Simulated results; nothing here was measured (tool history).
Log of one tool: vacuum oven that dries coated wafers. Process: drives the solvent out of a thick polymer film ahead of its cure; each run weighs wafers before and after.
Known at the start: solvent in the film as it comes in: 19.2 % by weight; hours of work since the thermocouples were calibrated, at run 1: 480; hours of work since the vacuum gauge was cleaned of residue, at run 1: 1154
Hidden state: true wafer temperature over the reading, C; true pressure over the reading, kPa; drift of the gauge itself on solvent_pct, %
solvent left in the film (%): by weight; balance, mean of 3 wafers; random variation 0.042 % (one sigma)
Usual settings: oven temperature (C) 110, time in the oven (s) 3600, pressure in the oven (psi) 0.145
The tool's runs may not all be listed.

| run | day | oven temperature (C) | time in the oven (s) | pressure in the oven (psi) | hours of work since the thermocouples were calibrated | hours of work since the vacuum gauge was cleaned of residue | solvent left in the film (%) |
|---|---|---|---|---|---|---|---|
| 1 | 0.000 | 110 | 3600 | 0.145 | 480 | 1154 | 3.18 |
| 2 | 3.638 | 110 | 3600 | 0.145 | 537 | 1211 | 3.11 |
| 3 | 7.812 | 110 | 3600 | 0.167 | 602 | 1276 | 3.25 |
|  | 10.221 | oven's thermocouples calibrated |
| 4 | 11.375 | 110 | 3600 | 0.167 | 18 | 1330 | 3.36 |
| 5 | 14.075 | 110 | 3600 | 0.167 | 60 | 1372 | 3.36 |
| 6 | 16.771 | 110 | 3600 | 0.167 | 102 | 1415 | 3.42 |
| 7 | 19.258 | 110 | 3600 | 0.167 | 141 | 1453 | 3.45 |
| 8 | 23.808 | 110 | 3600 | 0.167 | 212 | 1525 | 3.40 |
| 9 | 26.321 | 107 | 3600 | 0.167 | 252 | 1564 | 4.04 |
| 10 | 29.133 | 107 | 3600 | 0.167 | 296 | 1608 | 4.17 |
| 11 | 33.983 | 101 | 3600 | 0.145 | 371 | 1684 | 5.59 |
| 12 | 37.229 | 119 | 3600 | 0.424 | 422 | 1734 | 2.49 |
| 13 | 41.562 | 119 | 3600 | 0.424 | 490 | 1802 | 2.42 |
| 14 | 45.950 | 119 | 3600 | 0.424 | 558 | 1871 | 2.54 |
| 15 | 49.983 | 113 | 3600 | 0.115 | 621 | 1934 | 2.61 |
|  | 51.142 | oven's thermocouples calibrated |
| 16 | 53.312 | 124 | 3240 | 0.074 | 34 | 1984 | 1.22 |
| 17 | 57.096 | 124 | 1800 | 0.210 | 93 | 2043 | 3.66 |
| 18 | 59.571 | 100 | 2640 | 0.077 | 132 | 2082 | 7.40 |
| 19 | 61.742 | 110 | 5100 | 0.149 | 166 | 2116 | 2.18 |
| 20 | 64.188 | 110 | 5100 | 0.149 | 204 | 2154 | 2.18 |

The same runs without the tool's hidden state, with the same run-to-run variation:
| run | solvent left in the film (%) |
|---|---|
| 1 | 3.04 |
| 2 | 2.97 |
| 3 | 3.11 |
| 4 | 3.09 |
| 5 | 3.08 |
| 6 | 3.14 |
| 7 | 3.17 |
| 8 | 3.12 |
| 9 | 3.74 |
| 10 | 3.86 |
| 11 | 5.24 |
| 12 | 2.24 |
| 13 | 2.17 |
| 14 | 2.28 |
| 15 | 2.31 |
| 16 | 0.95 |
| 17 | 3.46 |
| 18 | 7.02 |
| 19 | 1.74 |
| 20 | 1.74 |

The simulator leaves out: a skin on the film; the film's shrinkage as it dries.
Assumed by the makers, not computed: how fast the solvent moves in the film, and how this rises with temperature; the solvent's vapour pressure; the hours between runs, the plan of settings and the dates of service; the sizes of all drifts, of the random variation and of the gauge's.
